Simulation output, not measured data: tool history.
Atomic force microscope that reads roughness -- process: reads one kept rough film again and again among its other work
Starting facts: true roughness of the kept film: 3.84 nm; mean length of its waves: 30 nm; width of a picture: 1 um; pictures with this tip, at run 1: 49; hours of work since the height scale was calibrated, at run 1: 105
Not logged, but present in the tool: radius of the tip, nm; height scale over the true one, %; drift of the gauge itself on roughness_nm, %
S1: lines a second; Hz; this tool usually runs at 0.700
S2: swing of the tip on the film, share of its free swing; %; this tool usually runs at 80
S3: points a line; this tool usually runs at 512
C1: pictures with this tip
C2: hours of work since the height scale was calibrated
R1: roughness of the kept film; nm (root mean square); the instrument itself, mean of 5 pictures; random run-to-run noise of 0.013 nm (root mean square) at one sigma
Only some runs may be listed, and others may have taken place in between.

run 1 hour=0.0 | S1=0.700 S2=80 S3=512 | C1=49 C2=105 | R1=2.831
run 2 hour=30.2 | S1=0.700 S2=80 S3=512 | C1=93 C2=120 | R1=2.702
run 3 hour=63.1 | S1=0.700 S2=80 S3=512 | C1=142 C2=137 | R1=2.525
run 4 hour=92.8 | S1=0.700 S2=80 S3=512 | C1=186 C2=152 | R1=2.409
run 5 hour=135.6 | S1=0.700 S2=80 S3=512 | C1=250 C2=174 | R1=2.242
-- hour=173.0 new tip fitted
run 6 hour=177.2 | S1=0.700 S2=80 S3=512 | C1=7 C2=195 | R1=3.046
run 7 hour=216.2 | S1=0.700 S2=80 S3=512 | C1=64 C2=214 | R1=2.788
run 8 hour=264.4 | S1=0.700 S2=80 S3=512 | C1=136 C2=239 | R1=2.522
run 9 hour=311.0 | S1=0.700 S2=80 S3=512 | C1=205 C2=263 | R1=2.294
run 10 hour=358.8 | S1=0.700 S2=80 S3=512 | C1=276 C2=287 | R1=2.136
-- hour=376.3 new tip fitted
run 11 hour=387.7 | S1=2.985 S2=66 S3=344 | C1=17 C2=301 | R1=2.852
run 12 hour=413.4 | S1=2.985 S2=66 S3=344 | C1=55 C2=314 | R1=2.706
run 13 hour=467.7 | S1=1.502 S2=75 S3=264 | C1=136 C2=342 | R1=2.461
run 14 hour=509.3 | S1=2.954 S2=59 S3=519 | C1=197 C2=363 | R1=2.323
run 15 hour=559.2 | S1=2.954 S2=59 S3=519 | C1=271 C2=389 | R1=2.151
-- hour=582.1 new tip fitted
run 16 hour=589.8 | S1=0.700 S2=80 S3=788 | C1=12 C2=404 | R1=3.072
run 17 hour=640.5 | S1=0.700 S2=80 S3=788 | C1=87 C2=430 | R1=2.739

Forecast each of these 3 alternatives for the next run:
run A hour=696.1 | S1=1.919 S2=80 S3=512 | C1=169 C2=458 | R1=?
run B hour=696.1 | S1=0.798 S2=84 S3=503 | C1=169 C2=458 | R1=?
run C hour=696.1 | S1=0.700 S2=85 S3=512 | C1=169 C2=458 | R1=?

run=A R1=2.230
run=B R1=2.372
run=C R1=2.401
Had the tool no hidden state, the same runs would have come out as:
run=A R1=2.850
run=B R1=3.030
run=C R1=3.065
